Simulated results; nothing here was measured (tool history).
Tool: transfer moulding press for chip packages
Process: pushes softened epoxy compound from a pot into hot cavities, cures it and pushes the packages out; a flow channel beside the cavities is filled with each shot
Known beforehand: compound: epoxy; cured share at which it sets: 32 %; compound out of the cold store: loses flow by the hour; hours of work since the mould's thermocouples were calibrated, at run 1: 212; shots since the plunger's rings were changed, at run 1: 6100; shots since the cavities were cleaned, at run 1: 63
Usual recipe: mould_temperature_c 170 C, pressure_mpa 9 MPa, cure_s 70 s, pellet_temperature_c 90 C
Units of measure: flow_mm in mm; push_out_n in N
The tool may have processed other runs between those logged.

run,hour,mould_temperature_c,pressure_mpa,cure_s,pellet_temperature_c,hours of work since the mould's thermocouples were calibrated,shots since the plunger's rings were changed,shots since the cavities were cleaned,incoming compound's hours out of the cold store,flow_mm,push_out_n
1,0,170,9,70,90,212,6100,63,33.2,660,725
# hour 12.3: plunger's sealing rings changed
# hour 26.1: cavities cleaned with cleaning compound and waxed
2,28.6,170,9,70,90,231,307,53,40.4,723,736
3,48.2,170,9,70,90,246,712,458,10.7,781,1093
# hour 54.6: cavities cleaned with cleaning compound and waxed
4,75.7,170,9,70,90,267,1252,439,12.9,765,1084
# hour 82.3: cavities cleaned with cleaning compound and waxed
# hour 109.9: cavities cleaned with cleaning compound and waxed
5,123.6,170,9,70,83,302,2182,286,28.2,706,1000
# hour 139.6: cavities cleaned with cleaning compound and waxed
# hour 166.9: cavities cleaned with cleaning compound and waxed
6,168.3,170,9,70,96,335,3045,29,31.2,709,684
# hour 195.5: cavities cleaned with cleaning compound and waxed
7,204.4,170,9,70,96,362,3761,184,15.3,726,876
# hour 224.2: cavities cleaned with cleaning compound and waxed
8,244.9,170,9,70,96,392,4570,429,10.1,713,1035
# hour 252.1: cavities cleaned with cleaning compound and waxed
9,268.9,170,9,70,96,410,5035,348,44.6,643,902
# hour 280.8: cavities cleaned with cleaning compound and waxed
10,293.4,170,9,70,90,428,5511,260,28.2,676,902
# hour 309.1: cavities cleaned with cleaning compound and waxed
# hour 333.9: plunger's sealing rings changed
11,333.9,170,9,70,90,457,0,462,12.9,785,1083
# hour 339.3: cavities cleaned with cleaning compound and waxed
# hour 367.4: cavities cleaned with cleaning compound and waxed
12,380.9,170,9,70,90,491,912,280,31.3,731,945
# hour 390.3: mould's thermocouples calibrated
# hour 397.3: cavities cleaned with cleaning compound and waxed
# hour 424.8: cavities cleaned with cleaning compound and waxed
13,424.8,170,9,70,90,25,1718,0,16.1,753,714
# hour 451.6: cavities cleaned with cleaning compound and waxed
14,462.6,166,9,69,90,53,2468,227,35.9,724,1315
# hour 478.9: cavities cleaned with cleaning compound and waxed
15,493.9,170,9,99,90,77,3087,312,26.4,713,622
# hour 506.7: cavities cleaned with cleaning compound and waxed
# hour 535.6: cavities cleaned with cleaning compound and waxed
16,541.7,169,8.47,74,89,112,4014,127,33.6,682,740
# hour 563.3: cavities cleaned with cleaning compound and waxed
17,567.8,171,9.78,78,80,131,4524,93,43.7,686,602
# hour 591.4: cavities cleaned with cleaning compound and waxed
18,600.7,174,10.17,108,85,156,5174,193,31.2,714,554
# hour 619.3: cavities cleaned with cleaning compound and waxed
19,638.5,174,10.17,108,85,184,5926,397,28.3,705,644
# hour 646.6: cavities cleaned with cleaning compound and waxed
# hour 659.4: plunger's sealing rings changed
20,672.7,166,9.6,82,82,208,275,489,38.4,765,989

The next listed run, before its measurement:
# hour 677.1: cavities cleaned with cleaning compound and waxed
# hour 704.3: cavities cleaned with cleaning compound and waxed
21,717.6,163,7.64,100,90,241,1142,276,42.1,?,?

Run 21 gave flow_mm 666 mm, push_out_n 721 N.
Take away the tool's hidden state, keep the run-to-run variation as it was, and the same run would have given flow_mm 680 mm, push_out_n 515 N.
